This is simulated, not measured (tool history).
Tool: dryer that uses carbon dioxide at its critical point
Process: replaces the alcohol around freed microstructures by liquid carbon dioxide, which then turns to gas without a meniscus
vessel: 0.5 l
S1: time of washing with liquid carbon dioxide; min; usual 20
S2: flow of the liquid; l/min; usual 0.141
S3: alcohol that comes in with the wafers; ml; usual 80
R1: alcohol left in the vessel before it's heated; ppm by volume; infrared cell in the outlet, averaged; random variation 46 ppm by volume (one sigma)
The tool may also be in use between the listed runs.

| run | day | S1 | S2 | S3 | R1 |
|---|---|---|---|---|---|
| 1 | 0.000 | 20 | 0.141 | 80 | 3474 |
| 2 | 1.183 | 20 | 0.216 | 80 | 414 |
| 3 | 2.000 | 26 | 0.216 | 80 | 103 |
| 4 | 2.696 | 26 | 0.173 | 80 | 376 |
| 5 | 3.842 | 13 | 0.173 | 80 | 7413 |
| 6 | 4.717 | 20 | 0.093 | 80 | 14490 |
| 7 | 5.496 | 20 | 0.093 | 80 | 14511 |
| 8 | 6.683 | 20 | 0.093 | 80 | 14926 |
| 9 | 7.288 | 20 | 0.093 | 80 | 14414 |
| 10 | 7.792 | 20 | 0.099 | 80 | 12296 |
| 11 | 8.458 | 20 | 0.099 | 26 | 4081 |
| 12 | 9.317 | 20 | 0.099 | 26 | 4305 |
| 13 | 10.146 | 20 | 0.141 | 80 | 4133 |
| 14 | 11.208 | 20 | 0.141 | 80 | 4089 |
|  | 11.417 | inlet filter changed |
| 15 | 12.396 | 20 | 0.108 | 80 | 8480 |
| 16 | 13.479 | 20 | 0.141 | 80 | 3245 |
| 17 | 14.029 | 25 | 0.141 | 80 | 1282 |
| 18 | 14.817 | 25 | 0.141 | 80 | 1305 |
| 19 | 15.346 | 20 | 0.141 | 80 | 3389 |
| 20 | 16.217 | 20 | 0.141 | 80 | 3437 |
| 21 | 17.038 | 20 | 0.141 | 80 | 3466 |
| 22 | 17.967 | 14 | 0.141 | 80 | 10876 |
| 23 | 18.458 | 26 | 0.141 | 80 | 1145 |
| 24 | 19.112 | 20 | 0.100 | 80 | 11504 |
| 25 | 20.042 | 20 | 0.100 | 80 | 11748 |
| 26 | 20.762 | 15 | 0.141 | 80 | 9391 |
| 27 | 21.904 | 19 | 0.206 | 23 | 266 |
| 28 | 22.821 | 19 | 0.195 | 29 | 405 |
| 29 | 23.921 | 20 | 0.135 | 22 | 1296 |
| 30 | 25.062 | 20 | 0.187 | 36 | 498 |
| 31 | 26.192 | 20 | 0.148 | 80 | 3150 |
| 32 | 27.175 | 26 | 0.206 | 23 | 95 |
| 33 | 27.829 | 23 | 0.168 | 90 | 1145 |
| 34 | 28.817 | 22 | 0.156 | 25 | 606 |
| 35 | 29.779 | 20 | 0.141 | 87 | 4609 |
|  | 30.150 | inlet filter changed |
| 36 | 30.475 | 23 | 0.233 | 87 | 127 |
| 37 | 31.296 | 16 | 0.110 | 43 | 7754 |
| 38 | 32.283 | 13 | 0.149 | 43 | 5828 |
| 39 | 32.829 | 24 | 0.191 | 80 | 287 |
| 40 | 33.821 | 20 | 0.221 | 63 | 285 |
| 41 | 34.383 | 13 | 0.141 | 90 | 14232 |
| 42 | 35.171 | 16 | 0.138 | 80 | 7630 |
| 43 | 36.258 | 30 | 0.103 | 71 | 2389 |
| 44 | 37.038 | 14 | 0.141 | 80 | 10841 |
| 45 | 37.942 | 20 | 0.192 | 55 | 580 |

Measured less the same run without the tool's hidden state. The same run-to-run variation is in both; the gauge's scatter may not be:
The hidden state here: flow that reaches the vessel past the clogged filter, %; alcohol in the recycled carbon dioxide, ppm; drift of the gauge itself on alcohol_ppm, %.
| run | R1 |
|---|---|
| 1 | +425 |
| 2 | +106 |
| 3 | +48 |
| 4 | +110 |
| 5 | +1028 |
| 6 | +1700 |
| 7 | +1798 |
| 8 | +1994 |
| 9 | +1981 |
| 10 | +1854 |
| 11 | +659 |
| 12 | +723 |
| 13 | +1002 |
| 14 | +1039 |
| 15 | +335 |
| 16 | +242 |
| 17 | +148 |
| 18 | +167 |
| 19 | +335 |
| 20 | +377 |
| 21 | +417 |
| 22 | +983 |
| 23 | +223 |
| 24 | +1146 |
| 25 | +1267 |
| 26 | +1166 |
| 27 | +98 |
| 28 | +133 |
| 29 | +279 |
| 30 | +169 |
| 31 | +761 |
| 32 | +65 |
| 33 | +391 |
| 34 | +217 |
| 35 | +1228 |
| 36 | +57 |
| 37 | +196 |
| 38 | +233 |
| 39 | +77 |
| 40 | +78 |
| 41 | +738 |
| 42 | +557 |
| 43 | +302 |
| 44 | +890 |
| 45 | +146 |
